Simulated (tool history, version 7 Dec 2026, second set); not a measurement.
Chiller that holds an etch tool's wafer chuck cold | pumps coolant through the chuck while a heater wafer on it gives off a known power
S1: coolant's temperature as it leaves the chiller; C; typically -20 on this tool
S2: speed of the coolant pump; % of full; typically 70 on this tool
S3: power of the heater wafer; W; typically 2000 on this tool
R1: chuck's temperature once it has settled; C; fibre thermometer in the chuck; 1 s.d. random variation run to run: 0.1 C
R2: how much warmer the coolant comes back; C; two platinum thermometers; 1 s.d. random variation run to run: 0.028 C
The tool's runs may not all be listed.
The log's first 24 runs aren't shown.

{"run": 25, "hour": 1653.5, "S1": -24, "S2": 70, "S3": 2000, "R1": -8.9, "R2": 5.58}
{"run": 26, "hour": 1746.5, "S1": -17, "S2": 70, "S3": 2934, "R1": 5.3, "R2": 8.16}
{"run": 27, "hour": 1833.2, "S1": -17, "S2": 62, "S3": 2573, "R1": 4.7, "R2": 8.12}
{"run": 28, "hour": 1918.0, "S1": -20, "S2": 62, "S3": 1324, "R1": -8.9, "R2": 4.2}
{"run": 29, "hour": 1968.3, "S1": -15, "S2": 84, "S3": 2813, "R1": 4, "R2": 6.55}
{"run": 30, "hour": 2046.1, "S1": -15, "S2": 84, "S3": 2813, "R1": 3.9, "R2": 6.55}
{"run": 31, "hour": 2112.5, "S1": -15, "S2": 84, "S3": 2813, "R1": 3.9, "R2": 6.54}
{"run": 32, "hour": 2200.4, "S1": -15, "S2": 85, "S3": 1589, "R1": -4.6, "R2": 3.64}

Here are 3 independent what-if runs from the current tool condition. What would each one return?
{"run": "A", "hour": 2280.3, "S1": -20, "S2": 85, "S3": 1324, "R1": "?", "R2": "?"}
{"run": "B", "hour": 2280.3, "S1": -15, "S2": 85, "S3": 1109, "R1": "?", "R2": "?"}
{"run": "C", "hour": 2280.3, "S1": -28, "S2": 99, "S3": 1589, "R1": "?", "R2": "?"}

run=A R1=-11.1 R2=3.05
run=B R1=-7.8 R2=2.55
run=C R1=-18.5 R2=3.08
What these runs would have given with no unlogged condition in the tool:
run=A R1=-11.9 R2=2.92
run=B R1=-8.4 R2=2.43
run=C R1=-19.4 R2=2.94

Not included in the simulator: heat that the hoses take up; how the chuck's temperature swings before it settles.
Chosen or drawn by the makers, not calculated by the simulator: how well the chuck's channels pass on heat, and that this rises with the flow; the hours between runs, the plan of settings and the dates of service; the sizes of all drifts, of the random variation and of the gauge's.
